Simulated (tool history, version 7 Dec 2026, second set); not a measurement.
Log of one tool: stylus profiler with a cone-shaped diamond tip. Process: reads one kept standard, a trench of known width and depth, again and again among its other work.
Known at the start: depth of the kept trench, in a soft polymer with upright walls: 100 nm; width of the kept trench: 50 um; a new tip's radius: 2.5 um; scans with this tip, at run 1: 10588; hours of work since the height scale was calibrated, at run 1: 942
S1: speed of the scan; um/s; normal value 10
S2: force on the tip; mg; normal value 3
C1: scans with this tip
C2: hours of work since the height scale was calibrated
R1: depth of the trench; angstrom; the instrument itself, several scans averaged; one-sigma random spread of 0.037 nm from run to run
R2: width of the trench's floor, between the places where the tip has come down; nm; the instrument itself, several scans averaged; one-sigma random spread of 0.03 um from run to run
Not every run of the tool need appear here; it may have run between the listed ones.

run 1 hour=0 | S1=10 S2=3 | C1=10588 C2=942 | R1=1006.7 R2=48360
run 2 hour=39.6 | S1=10 S2=3 | C1=10874 C2=967 | R1=1006.3 R2=48270
run 3 hour=80.7 | S1=10 S2=3 | C1=11172 C2=993 | R1=1005.7 R2=48220
run 4 hour=138.2 | S1=9 S2=3 | C1=11589 C2=1031 | R1=1005.9 R2=48290
run 5 hour=202.6 | S1=35 S2=3 | C1=12055 C2=1072 | R1=1006.2 R2=48120
run 6 hour=249.4 | S1=35 S2=3 | C1=12394 C2=1102 | R1=1005.2 R2=48150
run 7 hour=282.6 | S1=35 S2=3 | C1=12635 C2=1124 | R1=1005.3 R2=48170
run 8 hour=317.5 | S1=10 S2=3 | C1=12888 C2=1146 | R1=1006.5 R2=48220
run 9 hour=364.2 | S1=10 S2=3 | C1=13227 C2=1176 | R1=1005.4 R2=48250
run 10 hour=429 | S1=10 S2=3 | C1=13696 C2=1218 | R1=1005.2 R2=48220
run 11 hour=457.1 | S1=10 S2=3 | C1=13899 C2=1236 | R1=1006.4 R2=48190
run 12 hour=498.2 | S1=10 S2=3 | C1=14197 C2=1262 | R1=1005.2 R2=48250
run 13 hour=539 | S1=13 S2=3 | C1=14493 C2=1289 | R1=1005.3 R2=48200
run 14 hour=588.6 | S1=2 S2=3 | C1=14852 C2=1321 | R1=1005.6 R2=48170
run 15 hour=635.5 | S1=2 S2=3 | C1=15192 C2=1351 | R1=1005.5 R2=48230
run 16 hour=664.7 | S1=10 S2=3 | C1=15404 C2=1370 | R1=1005.5 R2=48150
run 17 hour=701.9 | S1=3 S2=3.02 | C1=15673 C2=1394 | R1=1005.5 R2=48220
run 18 hour=741.3 | S1=6 S2=2.03 | C1=15958 C2=1419 | R1=1003.3 R2=48210
run 19 hour=798.4 | S1=9 S2=3 | C1=16372 C2=1456 | R1=1004.9 R2=48100
run 20 hour=843.2 | S1=3 S2=8.65 | C1=16697 C2=1485 | R1=1013 R2=48180
run 21 hour=895.7 | S1=4 S2=2.55 | C1=17077 C2=1519 | R1=1004 R2=48150
run 22 hour=938.1 | S1=4 S2=2.55 | C1=17384 C2=1546 | R1=1004 R2=48140
run 23 hour=1000.4 | S1=3 S2=1.06 | C1=17836 C2=1586 | R1=1001.2 R2=48170
run 24 hour=1062.7 | S1=8 S2=1.08 | C1=18287 C2=1626 | R1=1000.9 R2=48110
run 25 hour=1129.4 | S1=5 S2=1.54 | C1=18771 C2=1669 | R1=1001.8 R2=48140
run 26 hour=1162.5 | S1=20 S2=1.17 | C1=19010 C2=1690 | R1=1001 R2=48050
run 27 hour=1223.2 | S1=20 S2=1.17 | C1=19450 C2=1730 | R1=999.8 R2=48060
run 28 hour=1290.4 | S1=20 S2=1.17 | C1=19936 C2=1773 | R1=1000.5 R2=47990
run 29 hour=1324.6 | S1=10 S2=3 | C1=20184 C2=1795 | R1=1004.5 R2=48110
run 30 hour=1355.6 | S1=10 S2=3 | C1=20409 C2=1815 | R1=1004.2 R2=48030
run 31 hour=1408.1 | S1=10 S2=1.19 | C1=20789 C2=1849 | R1=1000.2 R2=48110

4 ways to go on from here, each from the tool as it stands after run 31. What would each give?
run A hour=1445.7 | S1=10 S2=5.78 | C1=21062 C2=1873 | R1=? R2=?
run B hour=1445.7 | S1=3 S2=1.19 | C1=21062 C2=1873 | R1=? R2=?
run C hour=1445.7 | S1=7 S2=1.19 | C1=21062 C2=1873 | R1=? R2=?
run D hour=1445.7 | S1=10 S2=8 | C1=21062 C2=1873 | R1=? R2=?

run=A R1=1007.9 R2=48080
run=B R1=1000.5 R2=48060
run=C R1=1000.7 R2=48060
run=D R1=1010.8 R2=48070
What these runs would have given with no unlogged condition in the tool:
run=A R1=1011.5 R2=48580
run=B R1=1004.1 R2=48570
run=C R1=1004.3 R2=48560
run=D R1=1014.5 R2=48570
